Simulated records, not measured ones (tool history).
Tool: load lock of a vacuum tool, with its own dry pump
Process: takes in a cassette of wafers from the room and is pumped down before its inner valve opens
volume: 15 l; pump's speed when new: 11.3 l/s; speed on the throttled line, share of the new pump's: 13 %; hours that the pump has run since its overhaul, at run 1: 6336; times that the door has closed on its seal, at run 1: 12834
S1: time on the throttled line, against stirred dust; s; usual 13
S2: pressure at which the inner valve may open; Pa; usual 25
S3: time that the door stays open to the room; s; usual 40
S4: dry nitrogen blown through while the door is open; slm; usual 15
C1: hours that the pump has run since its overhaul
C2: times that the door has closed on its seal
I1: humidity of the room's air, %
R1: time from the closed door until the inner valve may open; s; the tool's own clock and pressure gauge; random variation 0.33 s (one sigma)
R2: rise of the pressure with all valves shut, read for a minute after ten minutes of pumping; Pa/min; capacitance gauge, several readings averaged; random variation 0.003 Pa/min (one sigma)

run 1 hour=0 | S1=13 S2=25 S3=40 S4=15 | C1=6336 C2=12834 | I1=43.5 | R1=22.5 R2=0.019
run 2 hour=181.7 | S1=13 S2=25 S3=40 S4=7 | C1=6518 C2=13308 | I1=45.5 | R1=22.2 R2=0.035
run 3 hour=455.3 | S1=13 S2=25 S3=40 S4=7 | C1=6792 C2=14023 | I1=45 | R1=22.3 R2=0.041
run 4 hour=744.8 | S1=13 S2=25 S3=40 S4=7 | C1=7081 C2=14779 | I1=47.3 | R1=22.7 R2=0.043
run 5 hour=988.1 | S1=13 S2=21 S3=40 S4=15 | C1=7324 C2=15414 | I1=43.3 | R1=22.9 R2=0.032
run 6 hour=1164.9 | S1=13 S2=25 S3=40 S4=15 | C1=7501 C2=15876 | I1=44.2 | R1=22.2 R2=0.03
run 7 hour=1435.3 | S1=13 S2=25 S3=40 S4=15 | C1=7772 C2=16582 | I1=44.9 | R1=21.9 R2=0.028
run 8 hour=1605.3 | S1=7 S2=25 S3=39 S4=6 | C1=7942 C2=17026 | I1=47.8 | R1=16.8 R2=0.043
run 9 hour=1809.5 | S1=7 S2=25 S3=39 S4=6 | C1=8146 C2=17559 | I1=46.9 | R1=17.5 R2=0.045
run 10 hour=1963.8 | S1=7 S2=25 S3=39 S4=6 | C1=8300 C2=17962 | I1=43.4 | R1=17.4 R2=0.042
run 11 hour=2103.9 | S1=6 S2=19 S3=54 S4=16 | C1=8440 C2=18328 | I1=44.9 | R1=16.7 R2=0.037
run 12 hour=2249.4 | S1=18 S2=26 S3=27 S4=16 | C1=8586 C2=18708 | I1=49.2 | R1=26.6 R2=0.025
run 13 hour=2374 | S1=18 S2=26 S3=27 S4=16 | C1=8710 C2=19034 | I1=46.2 | R1=26.9 R2=0.026
run 14 hour=2565.2 | S1=18 S2=26 S3=27 S4=16 | C1=8901 C2=19533 | I1=44.6 | R1=26.4 R2=0.027

Forecast each of these 5 alternatives for the next run:
run A hour=2862.3 | S1=13 S2=25 S3=40 S4=14 | C1=9199 C2=20309 | I1=44.8 | R1=? R2=?
run B hour=2862.3 | S1=18 S2=26 S3=27 S4=5 | C1=9199 C2=20309 | I1=41.4 | R1=? R2=?
run C hour=2862.3 | S1=24 S2=25 S3=40 S4=6 | C1=9199 C2=20309 | I1=45.2 | R1=? R2=?
run D hour=2862.3 | S1=8 S2=39 S3=47 S4=15 | C1=9199 C2=20309 | I1=44.5 | R1=? R2=?
run E hour=2862.3 | S1=13 S2=25 S3=206 S4=15 | C1=9199 C2=20309 | I1=45.4 | R1=? R2=?

run=A R1=22.1 R2=0.028
run=B R1=26.6 R2=0.033
run=C R1=31.4 R2=0.049
run=D R1=16.9 R2=0.034
run=E R1=22.4 R2=0.076
Without the tool's hidden state the same runs would have given:
run=A R1=22.1 R2=0.027
run=B R1=26.5 R2=0.032
run=C R1=31.4 R2=0.048
run=D R1=16.9 R2=0.033
run=E R1=22.4 R2=0.075
